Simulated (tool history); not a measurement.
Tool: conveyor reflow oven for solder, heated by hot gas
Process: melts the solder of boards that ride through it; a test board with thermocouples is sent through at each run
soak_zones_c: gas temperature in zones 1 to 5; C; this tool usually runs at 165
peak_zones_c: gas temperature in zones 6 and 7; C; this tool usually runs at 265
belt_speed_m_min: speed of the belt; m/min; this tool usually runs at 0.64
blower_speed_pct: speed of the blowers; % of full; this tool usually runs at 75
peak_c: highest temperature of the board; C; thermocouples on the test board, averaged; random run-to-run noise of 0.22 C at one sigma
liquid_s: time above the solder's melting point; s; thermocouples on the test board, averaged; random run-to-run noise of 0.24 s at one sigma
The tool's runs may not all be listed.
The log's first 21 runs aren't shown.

run 22 day=63.271 | soak_zones_c=169 peak_zones_c=263 belt_speed_m_min=0.64 blower_speed_pct=84 | peak_c=246.8 liquid_s=43.8
run 23 day=66.688 | soak_zones_c=169 peak_zones_c=263 belt_speed_m_min=0.64 blower_speed_pct=84 | peak_c=247 liquid_s=43.8
run 24 day=69.283 | soak_zones_c=165 peak_zones_c=266 belt_speed_m_min=0.736 blower_speed_pct=59 | peak_c=235.3 liquid_s=25.5
run 25 day=72.383 | soak_zones_c=165 peak_zones_c=272 belt_speed_m_min=0.64 blower_speed_pct=75 | peak_c=251.7 liquid_s=45.7
run 26 day=76.671 | soak_zones_c=165 peak_zones_c=265 belt_speed_m_min=0.533 blower_speed_pct=81 | peak_c=252.5 liquid_s=57.8
run 27 day=79.188 | soak_zones_c=160 peak_zones_c=272 belt_speed_m_min=0.515 blower_speed_pct=75 | peak_c=258.5 liquid_s=61.4
run 28 day=82.042 | soak_zones_c=160 peak_zones_c=272 belt_speed_m_min=0.515 blower_speed_pct=75 | peak_c=258.2 liquid_s=61.9
run 29 day=86.288 | soak_zones_c=160 peak_zones_c=259 belt_speed_m_min=0.515 blower_speed_pct=61 | peak_c=243.5 liquid_s=48.9
run 30 day=89.117 | soak_zones_c=160 peak_zones_c=277 belt_speed_m_min=0.515 blower_speed_pct=62 | peak_c=259.5 liquid_s=61.4

Predict each of these 4 candidate next runs independently; none follows another, all start after run 30:
run A day=92.946 | soak_zones_c=174 peak_zones_c=265 belt_speed_m_min=0.527 blower_speed_pct=75 | peak_c=? liquid_s=?
run B day=92.946 | soak_zones_c=177 peak_zones_c=273 belt_speed_m_min=0.577 blower_speed_pct=62 | peak_c=? liquid_s=?
run C day=92.946 | soak_zones_c=160 peak_zones_c=260 belt_speed_m_min=0.515 blower_speed_pct=62 | peak_c=? liquid_s=?
run D day=92.946 | soak_zones_c=163 peak_zones_c=265 belt_speed_m_min=0.64 blower_speed_pct=56 | peak_c=? liquid_s=?

run=A peak_c=253.2 liquid_s=61.3
run=B peak_c=254.6 liquid_s=56.7
run=C peak_c=244.5 liquid_s=50.1
run=D peak_c=239.4 liquid_s=34.1
Without the tool's unlogged condition, the same runs would have read:
run=A peak_c=253.2 liquid_s=61.3
run=B peak_c=254.7 liquid_s=56.8
run=C peak_c=244.6 liquid_s=50.2
run=D peak_c=239.5 liquid_s=34.2

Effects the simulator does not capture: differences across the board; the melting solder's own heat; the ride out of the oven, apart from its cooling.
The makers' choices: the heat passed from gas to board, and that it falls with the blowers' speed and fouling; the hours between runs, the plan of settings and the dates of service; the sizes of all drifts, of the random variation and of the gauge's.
